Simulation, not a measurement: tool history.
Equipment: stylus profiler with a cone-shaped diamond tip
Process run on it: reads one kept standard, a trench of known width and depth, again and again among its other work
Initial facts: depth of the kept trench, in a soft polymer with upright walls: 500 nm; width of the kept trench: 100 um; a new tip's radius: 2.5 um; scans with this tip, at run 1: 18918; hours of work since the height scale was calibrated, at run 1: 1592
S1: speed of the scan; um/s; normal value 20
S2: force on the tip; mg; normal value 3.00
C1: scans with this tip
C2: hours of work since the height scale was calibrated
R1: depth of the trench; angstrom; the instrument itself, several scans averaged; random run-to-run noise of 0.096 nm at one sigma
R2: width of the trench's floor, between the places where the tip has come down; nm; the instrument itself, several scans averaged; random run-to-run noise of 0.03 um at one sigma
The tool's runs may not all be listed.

run,day,S1,S2,C1,C2,R1,R2
1,0.000,20,3.00,18918,1592,5067.0,95530
2,3.367,47,3.00,19586,1648,5066.3,95290
3,5.088,20,1.04,19928,1677,5027.9,95370
4,7.462,20,1.04,20399,1717,5027.3,95310
5,9.950,20,1.04,20892,1758,5028.8,95340
6,13.017,20,3.00,21501,1810,5065.9,95290
7,15.288,20,3.00,21951,1847,5065.7,95310
8,17.096,20,3.00,22311,1878,5066.4,95320
9,20.300,20,3.00,22946,1931,5066.3,95290
10,23.221,20,5.76,23525,1980,5107.1,95240
11,25.275,20,3.04,23933,2014,5066.2,95220
12,28.642,56,3.81,24601,2071,5078.7,94990
13,32.067,13,7.73,25281,2128,5132.5,95180
# day 34.954: height scale calibrated on a step standard
14,34.954,17,1.81,25850,0,5033.4,95030
15,38.125,72,4.36,26479,53,5076.1,94820
16,40.008,72,4.36,26853,84,5077.7,94800
17,43.092,46,1.19,27465,136,5017.7,94690
18,45.738,18,2.90,27990,180,5052.6,94920
19,48.808,50,2.08,28599,231,5037.3,94710
20,51.871,50,2.08,29207,283,5035.1,94640
# day 52.742: height scale calibrated on a step standard, once more
21,54.800,50,8.18,29784,34,5152.5,94800
22,57.167,7,6.50,30253,74,5128.1,94890

Forecast each of these 3 alternatives for the next run:
A,58.746,62,3.37,30567,100,?,?
B,58.746,37,2.87,30567,100,?,?
C,58.746,17,1.23,30567,100,?,?

run,R1,R2
A,5085.6,94590
B,5074.0,94690
C,5042.8,94690
Take away the tool's hidden state, keep each run's random variation, and the runs would have read:
run,R1,R2
A,5086.4,96700
B,5074.9,96800
C,5043.6,96800
